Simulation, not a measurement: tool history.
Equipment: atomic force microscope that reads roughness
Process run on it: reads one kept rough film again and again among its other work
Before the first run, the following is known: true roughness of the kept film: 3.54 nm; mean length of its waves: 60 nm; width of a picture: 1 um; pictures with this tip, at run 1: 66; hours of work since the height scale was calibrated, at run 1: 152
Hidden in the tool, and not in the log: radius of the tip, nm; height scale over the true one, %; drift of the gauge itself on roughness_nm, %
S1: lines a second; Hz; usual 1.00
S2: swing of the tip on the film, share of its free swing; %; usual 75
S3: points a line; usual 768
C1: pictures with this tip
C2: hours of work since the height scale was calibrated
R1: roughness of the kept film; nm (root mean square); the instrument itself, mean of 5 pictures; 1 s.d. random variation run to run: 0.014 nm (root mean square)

run 1 hour=0.0 | S1=1.00 S2=75 S3=768 | C1=66 C2=152 | R1=3.212
run 2 hour=4.4 | S1=1.00 S2=86 S3=768 | C1=69 C2=154 | R1=3.104
run 3 hour=12.8 | S1=1.00 S2=86 S3=768 | C1=75 C2=158 | R1=3.073
-- hour=14.6 new tip fitted
run 4 hour=22.6 | S1=1.00 S2=86 S3=768 | C1=6 C2=162 | R1=3.153
run 5 hour=27.1 | S1=1.00 S2=86 S3=768 | C1=9 C2=164 | R1=3.183
run 6 hour=32.5 | S1=1.00 S2=86 S3=768 | C1=13 C2=167 | R1=3.161
run 7 hour=40.1 | S1=1.00 S2=86 S3=768 | C1=19 C2=170 | R1=3.165
run 8 hour=47.2 | S1=1.00 S2=86 S3=768 | C1=24 C2=174 | R1=3.159
run 9 hour=55.2 | S1=1.66 S2=73 S3=280 | C1=30 C2=177 | R1=3.159
-- hour=56.9 height scale calibrated on a step standard
run 10 hour=61.7 | S1=1.66 S2=58 S3=267 | C1=34 C2=2 | R1=3.291
run 11 hour=69.8 | S1=1.66 S2=58 S3=267 | C1=40 C2=6 | R1=3.252
run 12 hour=76.3 | S1=1.66 S2=58 S3=267 | C1=45 C2=9 | R1=3.256
run 13 hour=81.3 | S1=0.54 S2=71 S3=870 | C1=48 C2=11 | R1=3.325

Expected results for the next run?
run 14 hour=89.7 | S1=1.02 S2=65 S3=768 | C1=54 C2=15 | R1=?

R1: 3.276 nm (root mean square)
If the tool had no hidden condition, the same run with the same run-to-run variation would have returned R1 3.360 nm (root mean square).

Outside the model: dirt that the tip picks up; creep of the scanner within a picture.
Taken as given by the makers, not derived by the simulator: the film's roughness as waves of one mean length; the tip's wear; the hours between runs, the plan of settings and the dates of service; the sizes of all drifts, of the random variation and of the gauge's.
